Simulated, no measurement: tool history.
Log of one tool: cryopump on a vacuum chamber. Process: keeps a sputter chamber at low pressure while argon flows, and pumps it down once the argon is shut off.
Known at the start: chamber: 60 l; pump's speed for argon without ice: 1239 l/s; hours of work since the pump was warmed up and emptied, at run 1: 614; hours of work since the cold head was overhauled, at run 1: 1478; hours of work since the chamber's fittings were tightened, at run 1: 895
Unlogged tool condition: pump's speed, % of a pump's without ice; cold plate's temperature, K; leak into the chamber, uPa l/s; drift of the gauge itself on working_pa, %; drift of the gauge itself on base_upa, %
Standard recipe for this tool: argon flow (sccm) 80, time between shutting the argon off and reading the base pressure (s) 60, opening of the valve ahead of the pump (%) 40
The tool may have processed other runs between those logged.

| run | hour | argon flow (sccm) | time between shutting the argon off and reading the base pressure (s) | opening of the valve ahead of the pump (%) | hours of work since the pump was warmed up and emptied | hours of work since the cold head was overhauled | hours of work since the chamber's fittings were tightened | pressure while argon flows (Pa) | pressure after the wait (uPa) |
|---|---|---|---|---|---|---|---|---|---|
| 1 | 0 | 80 | 60 | 40 | 614 | 1478 | 895 | 0.3159 | 4.33 |
| 2 | 82.6 | 80 | 84 | 40 | 654 | 1519 | 936 | 0.3242 | 4.09 |
| 3 | 142.4 | 69 | 60 | 40 | 684 | 1548 | 965 | 0.2781 | 4.63 |
| 4 | 213.5 | 69 | 60 | 40 | 719 | 1583 | 1000 | 0.2822 | 4.72 |
| 5 | 278.4 | 80 | 60 | 40 | 750 | 1615 | 1032 | 0.3292 | 4.88 |
| 6 | 323.2 | 80 | 60 | 40 | 772 | 1637 | 1054 | 0.331 | 5.07 |
| 7 | 391.1 | 80 | 60 | 40 | 806 | 1671 | 1087 | 0.335 | 5.24 |
|  | 403.6 | pump warmed up, emptied and cooled again |
| 8 | 437.5 | 80 | 60 | 40 | 17 | 1691 | 1108 | 0.2733 | 4.05 |
| 9 | 506.9 | 80 | 24 | 40 | 51 | 1725 | 1142 | 0.2744 | 6.91 |
| 10 | 564.5 | 80 | 104 | 40 | 79 | 1753 | 1170 | 0.2781 | 3.54 |
| 11 | 636.8 | 80 | 60 | 40 | 115 | 1789 | 1205 | 0.2808 | 4.21 |
| 12 | 694.9 | 80 | 60 | 40 | 143 | 1817 | 1234 | 0.2824 | 4.46 |
| 13 | 731.7 | 80 | 60 | 40 | 161 | 1835 | 1252 | 0.2818 | 4.42 |
| 14 | 795.8 | 80 | 60 | 40 | 193 | 1867 | 1284 | 0.285 | 4.66 |
| 15 | 873.9 | 80 | 60 | 40 | 231 | 1905 | 1322 | 0.286 | 4.63 |
| 16 | 950.8 | 80 | 60 | 40 | 269 | 1943 | 1360 | 0.2894 | 4.88 |
| 17 | 1011.8 | 80 | 60 | 40 | 299 | 1973 | 1390 | 0.2911 | 4.89 |
| 18 | 1054.6 | 75 | 60 | 40 | 320 | 1994 | 1411 | 0.2724 | 5.14 |
| 19 | 1122.3 | 88 | 244 | 41 | 353 | 2027 | 1444 | 0.3164 | 3.9 |
| 20 | 1176.5 | 48 | 60 | 41 | 380 | 2054 | 1471 | 0.173 | 5.26 |
| 21 | 1229 | 48 | 24 | 41 | 405 | 2080 | 1496 | 0.1756 | 8.14 |
| 22 | 1304.9 | 96 | 116 | 40 | 443 | 2117 | 1534 | 0.3571 | 4.74 |
|  | 1317.3 | leaking fittings of the chamber tightened, without venting |
| 23 | 1347.4 | 80 | 77 | 27 | 463 | 2137 | 15 | 0.4341 | 1.76 |
| 24 | 1392.2 | 132 | 66 | 27 | 485 | 2159 | 37 | 0.7169 | 2.02 |
| 25 | 1468.2 | 115 | 66 | 23 | 522 | 2196 | 74 | 0.7329 | 2.12 |
| 26 | 1507.7 | 115 | 66 | 23 | 541 | 2216 | 94 | 0.7325 | 2.18 |
| 27 | 1571.8 | 115 | 66 | 23 | 573 | 2247 | 125 | 0.739 | 2.22 |
| 28 | 1637.3 | 83 | 83 | 55 | 605 | 2279 | 157 | 0.2474 | 2.04 |
| 29 | 1701.9 | 83 | 83 | 55 | 637 | 2311 | 189 | 0.2503 | 2.08 |
| 30 | 1759.4 | 72 | 24 | 40 | 665 | 2339 | 217 | 0.2848 | 5.44 |
| 31 | 1799 | 55 | 195 | 24 | 685 | 2359 | 237 | 0.3481 | 1.53 |
| 32 | 1864.3 | 55 | 195 | 24 | 717 | 2391 | 269 | 0.3459 | 1.66 |
| 33 | 1903.2 | 136 | 51 | 30 | 736 | 2410 | 288 | 0.7117 | 3.23 |
| 34 | 1941 | 79 | 78 | 40 | 754 | 2428 | 306 | 0.3216 | 2.53 |
| 35 | 2011.9 | 119 | 250 | 52 | 789 | 2463 | 341 | 0.3972 | 1.84 |

3 options for the next run, each taken on its own from the tool as it stands now. Forecast them:
| A | 2046.9 | 44 | 250 | 52 | 806 | 2480 | 358 | ? | ? |
| B | 2046.9 | 46 | 292 | 52 | 806 | 2480 | 358 | ? | ? |
| C | 2046.9 | 80 | 40 | 40 | 806 | 2480 | 358 | ? | ? |

| run | pressure while argon flows (Pa) | pressure after the wait (uPa) |
|---|---|---|
| A | 0.1491 | 1.81 |
| B | 0.1553 | 1.78 |
| C | 0.3335 | 4.03 |
Without the tool's hidden state the same runs would have given:
| run | pressure while argon flows (Pa) | pressure after the wait (uPa) |
|---|---|---|
| A | 0.1163 | 0.65 |
| B | 0.1215 | 0.6 |
| C | 0.2741 | 2.85 |
